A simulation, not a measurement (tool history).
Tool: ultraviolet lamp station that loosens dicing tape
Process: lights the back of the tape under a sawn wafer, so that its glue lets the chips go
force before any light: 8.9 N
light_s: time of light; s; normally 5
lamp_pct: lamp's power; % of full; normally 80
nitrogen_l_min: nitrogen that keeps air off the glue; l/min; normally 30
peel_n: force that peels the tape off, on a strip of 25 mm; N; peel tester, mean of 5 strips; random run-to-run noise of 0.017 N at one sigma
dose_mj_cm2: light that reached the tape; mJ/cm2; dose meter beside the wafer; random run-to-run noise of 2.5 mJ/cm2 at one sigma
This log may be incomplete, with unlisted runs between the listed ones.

run 1 day=0 | light_s=5 lamp_pct=80 nitrogen_l_min=30 | peel_n=1.171 dose_mj_cm2=241
run 2 day=0.562 | light_s=5 lamp_pct=80 nitrogen_l_min=60 | peel_n=0.86 dose_mj_cm2=236
run 3 day=0.921 | light_s=5 lamp_pct=80 nitrogen_l_min=60 | peel_n=0.847 dose_mj_cm2=236
run 4 day=1.2 | light_s=5 lamp_pct=80 nitrogen_l_min=60 | peel_n=0.902 dose_mj_cm2=237
run 5 day=1.675 | light_s=5 lamp_pct=80 nitrogen_l_min=60 | peel_n=0.908 dose_mj_cm2=236
run 6 day=2.008 | light_s=5 lamp_pct=80 nitrogen_l_min=60 | peel_n=0.884 dose_mj_cm2=233
run 7 day=2.521 | light_s=3 lamp_pct=71 nitrogen_l_min=35 | peel_n=2.857 dose_mj_cm2=125
run 8 day=3 | light_s=4 lamp_pct=82 nitrogen_l_min=12 | peel_n=2.567 dose_mj_cm2=187
run 9 day=3.542 | light_s=4 lamp_pct=61 nitrogen_l_min=12 | peel_n=4.042 dose_mj_cm2=117
run 10 day=3.979 | light_s=4 lamp_pct=61 nitrogen_l_min=12 | peel_n=3.999 dose_mj_cm2=117
run 11 day=4.608 | light_s=5 lamp_pct=95 nitrogen_l_min=37 | peel_n=0.6 dose_mj_cm2=315

The log once held 2 entries between its listed runs, left out of this copy. Where does each go, and what is different about the tool's unlogged condition between the listed run before it and the listed run after it?
In the gap between runs 8 and 9: window cleaned of glue's vapour (day 3.062)
  lamp's light, % of a new lamp's: 95.2 -> 94.9; light that the window lets through, % of a clean one's: 84 -> 72.5
  the result without the hidden state subtracted from the measured one, peel_n: +0.653 -> +1.198 N; dose_mj_cm2: -47 -> -54 mJ/cm2
In the gap between runs 10 and 11: window cleaned of glue's vapour, once more (day 4.404)
  lamp's light, % of a new lamp's: 94.6 -> 94.2; light that the window lets through, % of a clean one's: 72 -> 98.9
  the result without the hidden state subtracted from the measured one, peel_n: +1.206 -> +0.08 N; dose_mj_cm2: -56 -> -23 mJ/cm2
